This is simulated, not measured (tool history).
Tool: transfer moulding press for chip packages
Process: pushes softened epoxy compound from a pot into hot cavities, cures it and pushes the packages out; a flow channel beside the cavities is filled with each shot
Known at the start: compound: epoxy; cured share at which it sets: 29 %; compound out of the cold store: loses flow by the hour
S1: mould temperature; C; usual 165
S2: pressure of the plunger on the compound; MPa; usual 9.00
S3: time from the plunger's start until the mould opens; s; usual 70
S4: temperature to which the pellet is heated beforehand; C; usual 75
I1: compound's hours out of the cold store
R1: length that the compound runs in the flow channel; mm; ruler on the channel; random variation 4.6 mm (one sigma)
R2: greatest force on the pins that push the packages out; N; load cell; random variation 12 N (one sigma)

run 1 hour=0.0 | S1=165 S2=9.00 S3=70 S4=75 | I1=36.7 | R1=727 R2=534
run 2 hour=20.6 | S1=165 S2=9.00 S3=70 S4=75 | I1=31.5 | R1=736 R2=823
run 3 hour=51.9 | S1=165 S2=9.00 S3=70 S4=75 | I1=20.3 | R1=756 R2=992
run 4 hour=91.2 | S1=165 S2=9.00 S3=70 S4=75 | I1=40.8 | R1=707 R2=871
run 5 hour=127.1 | S1=165 S2=9.00 S3=70 S4=75 | I1=13.5 | R1=775 R2=636
run 6 hour=167.6 | S1=165 S2=9.00 S3=57 S4=75 | I1=11.1 | R1=863 R2=1731
run 7 hour=217.9 | S1=165 S2=9.00 S3=57 S4=75 | I1=12.9 | R1=834 R2=1584
run 8 hour=255.8 | S1=165 S2=9.00 S3=57 S4=75 | I1=19.7 | R1=814 R2=1201
run 9 hour=286.0 | S1=165 S2=9.00 S3=57 S4=75 | I1=14.6 | R1=827 R2=1679
run 10 hour=334.2 | S1=165 S2=9.00 S3=70 S4=81 | I1=15.9 | R1=817 R2=811
run 11 hour=370.6 | S1=165 S2=9.00 S3=70 S4=77 | I1=17.8 | R1=801 R2=1086
run 12 hour=405.7 | S1=165 S2=10.02 S3=70 S4=75 | I1=10.4 | R1=865 R2=925
run 13 hour=427.3 | S1=165 S2=10.02 S3=70 S4=75 | I1=42.0 | R1=780 R2=987
run 14 hour=449.3 | S1=165 S2=10.02 S3=70 S4=75 | I1=10.9 | R1=861 R2=773
run 15 hour=471.1 | S1=165 S2=8.28 S3=97 S4=69 | I1=37.7 | R1=709 R2=691
run 16 hour=512.1 | S1=165 S2=10.96 S3=70 S4=72 | I1=15.2 | R1=876 R2=825
run 17 hour=544.3 | S1=165 S2=10.96 S3=70 S4=72 | I1=22.7 | R1=843 R2=1009
run 18 hour=574.4 | S1=160 S2=7.29 S3=53 S4=75 | I1=43.8 | R1=657 R2=2081
run 19 hour=611.2 | S1=165 S2=9.00 S3=70 S4=82 | I1=40.6 | R1=717 R2=999
run 20 hour=653.9 | S1=164 S2=9.00 S3=70 S4=70 | I1=14.9 | R1=768 R2=1046
run 21 hour=684.6 | S1=164 S2=9.25 S3=70 S4=74 | I1=44.8 | R1=710 R2=652
run 22 hour=730.3 | S1=164 S2=9.25 S3=70 S4=84 | I1=16.7 | R1=775 R2=1024
run 23 hour=766.1 | S1=164 S2=9.25 S3=70 S4=84 | I1=27.2 | R1=743 R2=896
run 24 hour=816.8 | S1=164 S2=9.25 S3=70 S4=84 | I1=38.7 | R1=769 R2=718
run 25 hour=841.1 | S1=164 S2=9.25 S3=70 S4=84 | I1=11.7 | R1=857 R2=974
run 26 hour=885.9 | S1=164 S2=9.25 S3=70 S4=84 | I1=40.6 | R1=758 R2=820
run 27 hour=927.1 | S1=158 S2=10.13 S3=70 S4=75 | I1=24.3 | R1=864 R2=972

Taken out of this log: 18 entries between the listed runs. Where each belongs, and how the hidden state differs across it:
Between runs 3 and 4: cavities cleaned with cleaning compound and waxed (hour 60.7)
  true mould temperature over the reading, C: 0.51 -> 0.53; pressure that reaches the compound, % of what is set: 86.84 -> 85.93; grip of the stained cavities, % over clean ones': 81.1 -> 61.1
  measured less the result without the state, R1: -56 -> -56 mm; R2: +429 -> +314 N
Between runs 4 and 5: cavities cleaned with cleaning compound and waxed (hour 123.4)
  true mould temperature over the reading, C: 0.53 -> 0.54; pressure that reaches the compound, % of what is set: 85.93 -> 84.97; grip of the stained cavities, % over clean ones': 61.1 -> 9.3
  measured less the result without the state, R1: -56 -> -66 mm; R2: +314 -> +35 N
Between runs 5 and 6: plunger's sealing rings changed (hour 167.6)
  true mould temperature over the reading, C: 0.54 -> 0.56; pressure that reaches the compound, % of what is set: 84.97 -> 99.88; grip of the stained cavities, % over clean ones': 9.3 -> 71.6
  measured less the result without the state, R1: -66 -> -1 mm; R2: +35 -> +675 N
Between runs 6 and 7: cavities cleaned with cleaning compound and waxed (hour 187.8); mould's thermocouples calibrated (hour 202.2)
  true mould temperature over the reading, C: 0.56 -> 0.2; pressure that reaches the compound, % of what is set: 99.88 -> 98.58; grip of the stained cavities, % over clean ones': 71.6 -> 56.1
  measured less the result without the state, R1: -1 -> -6 mm; R2: +675 -> +555 N
Between runs 7 and 8: cavities cleaned with cleaning compound and waxed (hour 251.7)
  true mould temperature over the reading, C: 0.2 -> 0.22; pressure that reaches the compound, % of what is set: 98.58 -> 97.59; grip of the stained cavities, % over clean ones': 56.1 -> 15.3
  measured less the result without the state, R1: -6 -> -11 mm; R2: +555 -> +142 N
Between runs 9 and 10: cavities cleaned with cleaning compound and waxed (hour 314.1)
  true mould temperature over the reading, C: 0.23 -> 0.25; pressure that reaches the compound, % of what is set: 96.76 -> 95.35; grip of the stained cavities, % over clean ones': 63.8 -> 43.3
  measured less the result without the state, R1: -14 -> -21 mm; R2: +638 -> +236 N
Between runs 11 and 12: cavities cleaned with cleaning compound and waxed (hour 374.6)
  true mould temperature over the reading, C: 0.27 -> 0.29; pressure that reaches the compound, % of what is set: 94.47 -> 93.55; grip of the stained cavities, % over clean ones': 83.9 -> 62
  measured less the result without the state, R1: -23 -> -30 mm; R2: +485 -> +343 N
Between runs 13 and 14: cavities cleaned with cleaning compound and waxed (hour 435.2)
  true mould temperature over the reading, C: 0.3 -> 0.31; pressure that reaches the compound, % of what is set: 92.98 -> 92.4; grip of the stained cavities, % over clean ones': 80.4 -> 35.5
  measured less the result without the state, R1: -29 -> -36 mm; R2: +429 -> +193 N
Between runs 15 and 16: cavities cleaned with cleaning compound and waxed (hour 496.8)
  true mould temperature over the reading, C: 0.32 -> 0.33; pressure that reaches the compound, % of what is set: 91.84 -> 90.75; grip of the stained cavities, % over clean ones': 65.7 -> 37.5
  measured less the result without the state, R1: -32 -> -45 mm; R2: +274 -> +211 N
Between runs 17 and 18: cavities cleaned with cleaning compound and waxed (hour 558.3)
  true mould temperature over the reading, C: 0.35 -> 0.36; pressure that reaches the compound, % of what is set: 89.93 -> 89.04; grip of the stained cavities, % over clean ones': 78.2 -> 36.4
  measured less the result without the state, R1: -47 -> -39 mm; R2: +429 -> +526 N
Between runs 19 and 20: cavities cleaned with cleaning compound and waxed (hour 619.1)
  true mould temperature over the reading, C: 0.38 -> 0.4; pressure that reaches the compound, % of what is set: 88 -> 86.91; grip of the stained cavities, % over clean ones': 82.1 -> 65.8
  measured less the result without the state, R1: -48 -> -56 mm; R2: +439 -> +397 N
Between runs 20 and 21: cavities cleaned with cleaning compound and waxed (hour 679.6)
  true mould temperature over the reading, C: 0.4 -> 0.41; pressure that reaches the compound, % of what is set: 86.91 -> 86.04; grip of the stained cavities, % over clean ones': 65.8 -> 15.6
  measured less the result without the state, R1: -56 -> -56 mm; R2: +397 -> +74 N
Between runs 22 and 23: cavities cleaned with cleaning compound and waxed (hour 740.4)
  true mould temperature over the reading, C: 0.43 -> 0.45; pressure that reaches the compound, % of what is set: 84.9 -> 83.9; grip of the stained cavities, % over clean ones': 80.3 -> 53.9
  measured less the result without the state, R1: -67 -> -69 mm; R2: +444 -> +297 N
Between runs 23 and 24: plunger's sealing rings changed (hour 777.1); cavities cleaned with cleaning compound and waxed (hour 804.8)
  true mould temperature over the reading, C: 0.45 -> 0.47; pressure that reaches the compound, % of what is set: 83.9 -> 98.73; grip of the stained cavities, % over clean ones': 53.9 -> 27.6
  measured less the result without the state, R1: -69 -> -6 mm; R2: +297 -> +139 N
Between runs 25 and 26: cavities cleaned with cleaning compound and waxed (hour 866.8)
  true mould temperature over the reading, C: 0.48 -> 0.5; pressure that reaches the compound, % of what is set: 98.12 -> 97; grip of the stained cavities, % over clean ones': 64.8 -> 43.2
  measured less the result without the state, R1: -9 -> -12 mm; R2: +365 -> +233 N
Between runs 26 and 27: cavities cleaned with cleaning compound and waxed (hour 927.1)
  true mould temperature over the reading, C: 0.5 -> 0.52; pressure that reaches the compound, % of what is set: 97 -> 95.85; grip of the stained cavities, % over clean ones': 43.2 -> 3
  measured less the result without the state, R1: -12 -> -19 mm; R2: +233 -> -11 N
